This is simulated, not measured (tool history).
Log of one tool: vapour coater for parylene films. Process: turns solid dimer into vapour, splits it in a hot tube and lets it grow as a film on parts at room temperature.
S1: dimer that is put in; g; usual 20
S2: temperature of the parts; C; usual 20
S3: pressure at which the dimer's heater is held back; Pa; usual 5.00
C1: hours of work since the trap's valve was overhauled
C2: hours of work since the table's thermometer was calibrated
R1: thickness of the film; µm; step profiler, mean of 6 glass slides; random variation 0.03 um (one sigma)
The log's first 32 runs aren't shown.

| run | hour | S1 | S2 | S3 | C1 | C2 | R1 |
|---|---|---|---|---|---|---|---|
| 33 | 617.4 | 18 | 28 | 2.88 | 218 | 617 | 3.65 |
| 34 | 638.3 | 18 | 28 | 2.88 | 237 | 635 | 3.59 |
| 35 | 650.8 | 29 | 15 | 3.87 | 248 | 646 | 7.88 |
| 36 | 671.5 | 29 | 15 | 3.87 | 266 | 665 | 7.98 |
| 37 | 683.3 | 20 | 12 | 4.37 | 276 | 675 | 5.85 |
| 38 | 703.2 | 20 | 12 | 4.37 | 294 | 693 | 5.78 |
| 39 | 714.8 | 20 | 12 | 4.37 | 304 | 703 | 5.83 |
| 40 | 737.0 | 18 | 20 | 7.86 | 324 | 722 | 3.65 |
| 41 | 750.3 | 31 | 13 | 6.89 | 336 | 734 | 7.89 |
| 42 | 770.1 | 17 | 20 | 5.00 | 353 | 752 | 3.79 |
| 43 | 792.7 | 31 | 22 | 11.45 | 373 | 772 | 5.54 |
| 44 | 810.6 | 31 | 22 | 11.45 | 389 | 787 | 5.60 |
|  | 827.2 | trap's valve overhauled |
| 45 | 829.7 | 31 | 22 | 11.45 | 2 | 801 | 5.52 |
|  | 832.7 | table's thermometer calibrated |
| 46 | 856.1 | 34 | 17 | 9.83 | 25 | 21 | 7.20 |

4 ways to go on from here, each from the tool as it stands after run 46. What would each give?
| A | 882.9 | 20 | 20 | 2.07 | 48 | 44 | ? |
| B | 882.9 | 15 | 14 | 6.07 | 48 | 44 | ? |
| C | 882.9 | 20 | 29 | 5.00 | 48 | 44 | ? |
| D | 882.9 | 34 | 30 | 10.51 | 48 | 44 | ? |

| run | R1 |
|---|---|
| A | 5.43 |
| B | 3.86 |
| C | 3.45 |
| D | 4.88 |
Without the tool's hidden state the same runs would have given:
| run | R1 |
|---|---|
| A | 5.43 |
| B | 3.86 |
| C | 3.45 |
| D | 4.88 |

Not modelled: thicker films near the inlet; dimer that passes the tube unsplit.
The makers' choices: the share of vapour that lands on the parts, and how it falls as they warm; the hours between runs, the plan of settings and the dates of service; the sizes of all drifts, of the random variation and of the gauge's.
